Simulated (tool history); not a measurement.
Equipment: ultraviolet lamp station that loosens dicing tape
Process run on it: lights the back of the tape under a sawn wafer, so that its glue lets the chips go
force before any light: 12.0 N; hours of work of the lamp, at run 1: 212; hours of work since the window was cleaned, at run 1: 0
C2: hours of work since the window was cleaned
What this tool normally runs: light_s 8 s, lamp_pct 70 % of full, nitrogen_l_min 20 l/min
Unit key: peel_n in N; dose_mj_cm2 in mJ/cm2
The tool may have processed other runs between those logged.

{"run": 1, "day": 0.0, "light_s": 8, "lamp_pct": 70, "nitrogen_l_min": 20, "hours of work of the lamp": 212, "C2": 0, "peel_n": 0.88, "dose_mj_cm2": 254}
{"run": 2, "day": 0.196, "light_s": 8, "lamp_pct": 70, "nitrogen_l_min": 7, "hours of work of the lamp": 216, "C2": 4, "peel_n": 2.319, "dose_mj_cm2": 255}
{"run": 3, "day": 0.562, "light_s": 8, "lamp_pct": 70, "nitrogen_l_min": 7, "hours of work of the lamp": 222, "C2": 10, "peel_n": 2.261, "dose_mj_cm2": 249}
{"run": 4, "day": 0.908, "light_s": 8, "lamp_pct": 70, "nitrogen_l_min": 7, "hours of work of the lamp": 229, "C2": 16, "peel_n": 2.399, "dose_mj_cm2": 250}
{"run": 5, "day": 1.338, "light_s": 8, "lamp_pct": 67, "nitrogen_l_min": 7, "hours of work of the lamp": 236, "C2": 24, "peel_n": 2.503, "dose_mj_cm2": 239}
{"day": 1.392, "done": "window cleaned of glue's vapour"}
{"run": 6, "day": 1.746, "light_s": 8, "lamp_pct": 66, "nitrogen_l_min": 20, "hours of work of the lamp": 243, "C2": 6, "peel_n": 1.02, "dose_mj_cm2": 237}
{"run": 7, "day": 2.067, "light_s": 7, "lamp_pct": 66, "nitrogen_l_min": 22, "hours of work of the lamp": 249, "C2": 12, "peel_n": 1.347, "dose_mj_cm2": 201}
{"day": 2.454, "done": "window cleaned of glue's vapour, once more"}
{"run": 8, "day": 2.533, "light_s": 9, "lamp_pct": 70, "nitrogen_l_min": 11, "hours of work of the lamp": 257, "C2": 1, "peel_n": 1.278, "dose_mj_cm2": 286}
{"run": 9, "day": 2.942, "light_s": 9, "lamp_pct": 70, "nitrogen_l_min": 11, "hours of work of the lamp": 265, "C2": 9, "peel_n": 1.259, "dose_mj_cm2": 284}
{"run": 10, "day": 3.175, "light_s": 9, "lamp_pct": 70, "nitrogen_l_min": 11, "hours of work of the lamp": 269, "C2": 13, "peel_n": 1.258, "dose_mj_cm2": 278}
{"run": 11, "day": 3.588, "light_s": 9, "lamp_pct": 70, "nitrogen_l_min": 11, "hours of work of the lamp": 276, "C2": 20, "peel_n": 1.256, "dose_mj_cm2": 279}

What if the next run were any one of these 4? Each begins from the tool's condition after run 11:
{"run": "A", "day": 3.933, "light_s": 4, "lamp_pct": 74, "nitrogen_l_min": 30, "hours of work of the lamp": 282, "C2": 27, "peel_n": "?", "dose_mj_cm2": "?"}
{"run": "B", "day": 3.933, "light_s": 15, "lamp_pct": 70, "nitrogen_l_min": 21, "hours of work of the lamp": 282, "C2": 27, "peel_n": "?", "dose_mj_cm2": "?"}
{"run": "C", "day": 3.933, "light_s": 8, "lamp_pct": 61, "nitrogen_l_min": 20, "hours of work of the lamp": 282, "C2": 27, "peel_n": "?", "dose_mj_cm2": "?"}
{"run": "D", "day": 3.933, "light_s": 9, "lamp_pct": 95, "nitrogen_l_min": 11, "hours of work of the lamp": 282, "C2": 27, "peel_n": "?", "dose_mj_cm2": "?"}

run=A peel_n=2.462 dose_mj_cm2=133
run=B peel_n=0.137 dose_mj_cm2=468
run=C peel_n=1.276 dose_mj_cm2=214
run=D peel_n=0.609 dose_mj_cm2=381
What these runs would have given with no unlogged condition in the tool:
run=A peel_n=2.25 dose_mj_cm2=140
run=B peel_n=0.118 dose_mj_cm2=495
run=C peel_n=1.128 dose_mj_cm2=227
run=D peel_n=0.522 dose_mj_cm2=402

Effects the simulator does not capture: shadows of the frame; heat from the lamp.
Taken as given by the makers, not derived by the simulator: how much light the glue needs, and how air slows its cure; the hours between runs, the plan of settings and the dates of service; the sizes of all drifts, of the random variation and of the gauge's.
